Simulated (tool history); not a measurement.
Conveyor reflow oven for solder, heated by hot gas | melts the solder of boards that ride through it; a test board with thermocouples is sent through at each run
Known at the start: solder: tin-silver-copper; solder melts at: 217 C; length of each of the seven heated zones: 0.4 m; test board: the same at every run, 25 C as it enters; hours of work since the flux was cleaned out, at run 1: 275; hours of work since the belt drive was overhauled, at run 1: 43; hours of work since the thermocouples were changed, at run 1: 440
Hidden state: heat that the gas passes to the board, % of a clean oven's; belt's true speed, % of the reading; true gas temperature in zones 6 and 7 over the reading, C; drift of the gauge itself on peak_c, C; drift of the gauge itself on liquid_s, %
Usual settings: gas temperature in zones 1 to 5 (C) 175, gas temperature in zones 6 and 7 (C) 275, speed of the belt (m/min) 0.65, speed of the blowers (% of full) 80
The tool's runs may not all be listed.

run,hour,gas temperature in zones 1 to 5 (C),gas temperature in zones 6 and 7 (C),speed of the belt (m/min),speed of the blowers (% of full),hours of work since the flux was cleaned out,hours of work since the belt drive was overhauled,hours of work since the thermocouples were changed,highest temperature of the board (C),time above the solder's melting point (s)
1,0,175,275,0.65,80,275,43,440,251.4,52.8
2,64.4,175,275,0.65,54,315,83,480,241.3,41.1
3,152.3,175,275,0.65,54,370,137,534,240.3,39.9
# hour 161.4: flux residue cleaned out of gas plates and filters
4,220.4,175,275,0.65,54,36,176,573,243.5,45.4
5,296,175,275,0.73,80,83,223,620,248.7,44.9
# hour 320.4: thermocouples of zones 6 and 7 changed
6,383.8,175,266,0.73,80,136,276,39,242.9,40.8
7,457.8,176,266,0.73,80,182,322,85,241.9,40
8,522.2,175,275,0.708,80,222,362,125,249.8,48.3
9,606,175,275,0.708,80,274,413,177,248.9,47.3
10,699.8,175,276,0.65,80,332,471,235,253,54.2
# hour 771.4: flux residue cleaned out of gas plates and filters
11,771.5,175,276,0.65,80,0,513,276,256.8,58
12,859.6,175,276,0.65,80,55,567,330,256.3,58.6
13,903.5,175,276,0.65,80,82,594,357,256.2,58
14,966,187,264,0.65,80,120,633,396,247.4,56.2

Hidden state or all else? Some run-to-run changes of highest temperature of the board (C), split into what the settings, what came in and random variation would give without the hidden state, and what is left for the hidden state (with any gauge scatter that isn't in both results):
Run 1 -> 2: speed of the blowers (% of full) 80 -> 54. highest temperature of the board (C) -10.1: hidden state -0.1, all else -10.
Run 10 -> 11: flux residue cleaned out of gas plates and filters. highest temperature of the board (C) +3.8: hidden state +4.3, all else -0.5.
